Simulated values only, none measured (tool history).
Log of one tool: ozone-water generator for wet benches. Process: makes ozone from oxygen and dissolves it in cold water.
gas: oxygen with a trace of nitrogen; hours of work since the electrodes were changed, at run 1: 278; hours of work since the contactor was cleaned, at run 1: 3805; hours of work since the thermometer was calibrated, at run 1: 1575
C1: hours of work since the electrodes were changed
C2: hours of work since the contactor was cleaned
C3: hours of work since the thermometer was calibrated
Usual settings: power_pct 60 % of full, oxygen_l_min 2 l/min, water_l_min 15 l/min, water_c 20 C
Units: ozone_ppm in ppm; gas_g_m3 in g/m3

run 1 hour=0 | power_pct=60 oxygen_l_min=2 water_l_min=15 water_c=20 | C1=278 C2=3805 C3=1575 | ozone_ppm=10 gas_g_m3=156.6
run 2 hour=38.3 | power_pct=60 oxygen_l_min=2 water_l_min=15 water_c=20 | C1=302 C2=3830 C3=1599 | ozone_ppm=9.9 gas_g_m3=154.2
run 3 hour=65.1 | power_pct=46 oxygen_l_min=2 water_l_min=15 water_c=20 | C1=319 C2=3846 C3=1616 | ozone_ppm=8.5 gas_g_m3=134.4
run 4 hour=95.3 | power_pct=60 oxygen_l_min=2 water_l_min=15 water_c=18 | C1=338 C2=3866 C3=1635 | ozone_ppm=10.3 gas_g_m3=155.4
run 5 hour=123.2 | power_pct=60 oxygen_l_min=2 water_l_min=15 water_c=18 | C1=356 C2=3883 C3=1653 | ozone_ppm=10.3 gas_g_m3=154.9
run 6 hour=146.7 | power_pct=60 oxygen_l_min=2 water_l_min=15 water_c=18 | C1=371 C2=3898 C3=1668 | ozone_ppm=10.1 gas_g_m3=154.3
run 7 hour=185 | power_pct=60 oxygen_l_min=2 water_l_min=15 water_c=20 | C1=395 C2=3922 C3=1692 | ozone_ppm=10.3 gas_g_m3=153.6
run 8 hour=219.1 | power_pct=60 oxygen_l_min=2 water_l_min=15 water_c=20 | C1=417 C2=3944 C3=1713 | ozone_ppm=10 gas_g_m3=155
run 9 hour=252.9 | power_pct=60 oxygen_l_min=2 water_l_min=15 water_c=20 | C1=438 C2=3965 C3=1735 | ozone_ppm=10 gas_g_m3=155.1
run 10 hour=278 | power_pct=60 oxygen_l_min=2 water_l_min=22 water_c=20 | C1=454 C2=3981 C3=1751 | ozone_ppm=6.5 gas_g_m3=154.3
run 11 hour=303.9 | power_pct=50 oxygen_l_min=1.99 water_l_min=17 water_c=16 | C1=470 C2=3998 C3=1767 | ozone_ppm=8.4 gas_g_m3=139.7
run 12 hour=325.1 | power_pct=60 oxygen_l_min=1.99 water_l_min=11 water_c=13 | C1=484 C2=4011 C3=1780 | ozone_ppm=14.7 gas_g_m3=154.3
run 13 hour=360.5 | power_pct=60 oxygen_l_min=1.99 water_l_min=11 water_c=18 | C1=506 C2=4033 C3=1803 | ozone_ppm=13.8 gas_g_m3=154.1
run 14 hour=381 | power_pct=87 oxygen_l_min=2 water_l_min=15 water_c=13 | C1=519 C2=4046 C3=1816 | ozone_ppm=13 gas_g_m3=187.8
run 15 hour=398.4 | power_pct=43 oxygen_l_min=2 water_l_min=15 water_c=20 | C1=530 C2=4057 C3=1827 | ozone_ppm=8.4 gas_g_m3=129.8

The next listed run, before its measurement:
run 16 hour=429.4 | power_pct=43 oxygen_l_min=2 water_l_min=15 water_c=20 | C1=550 C2=4077 C3=1846 | ozone_ppm=? gas_g_m3=?

ozone_ppm: 8.4 ppm
gas_g_m3: 129.7 g/m3
Without the tool's hidden state the same run would have given ozone_ppm 8.8 ppm, gas_g_m3 129.9 g/m3.
